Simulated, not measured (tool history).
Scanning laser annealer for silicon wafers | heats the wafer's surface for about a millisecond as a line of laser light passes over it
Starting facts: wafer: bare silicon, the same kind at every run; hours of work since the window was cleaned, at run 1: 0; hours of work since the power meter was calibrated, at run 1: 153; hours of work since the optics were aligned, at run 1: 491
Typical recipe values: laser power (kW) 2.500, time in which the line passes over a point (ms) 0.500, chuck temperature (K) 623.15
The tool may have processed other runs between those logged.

run,hour,laser power (kW),time in which the line passes over a point (ms),chuck temperature (K),hours of work since the window was cleaned,hours of work since the power meter was calibrated,hours of work since the optics were aligned,highest temperature of the surface (K)
1,0.0,2.500,0.500,623.15,0,153,491,1319.15
2,59.6,2.500,0.500,623.15,37,190,528,1318.15
3,127.4,2.500,0.500,623.15,79,233,570,1314.15
4,166.0,2.500,0.500,623.15,103,257,594,1314.15
5,213.9,2.500,0.500,623.15,133,286,624,1314.15
6,250.7,2.500,0.500,623.15,156,309,646,1310.15
7,292.2,2.500,0.500,623.15,182,335,672,1314.15
8,340.4,2.230,0.500,623.15,211,365,702,1225.15
9,394.2,2.524,0.500,623.15,245,398,735,1313.15
10,433.7,2.524,0.500,623.15,269,423,760,1317.15
11,502.4,2.524,0.500,609.15,312,466,803,1298.15
12,572.0,2.524,0.500,609.15,355,509,846,1297.15
13,613.7,2.500,0.527,623.15,381,535,872,1320.15
14,651.8,2.457,0.500,623.15,405,558,896,1290.15
15,687.6,2.457,0.500,623.15,427,581,918,1285.15
16,731.7,2.457,0.500,623.15,455,608,945,1283.15
17,798.2,2.457,0.500,623.15,496,649,986,1284.15
18,860.5,2.707,0.426,602.15,535,688,1025,1281.15
19,892.0,2.707,0.426,597.15,554,708,1045,1271.15

Some steps in highest temperature of the surface (K) between neighbouring runs. How much of each would the tool show without its hidden state too (settings, what came in, random variation), and how much is left for the hidden state, with any gauge scatter that isn't in both results?
Hidden state present: light that passes the window, % of a clean one's; laser's true power over the reading, %; width of the line over the set one, %; drift of the gauge itself on peak_c, C.
Run 7 -> 8: laser power (kW) 2.500 -> 2.230. highest temperature of the surface (K) -89.00: hidden state +2.00, all else -91.00.
Run 8 -> 9: laser power (kW) 2.230 -> 2.524. highest temperature of the surface (K) +88.00: hidden state -4.00, all else +92.00.
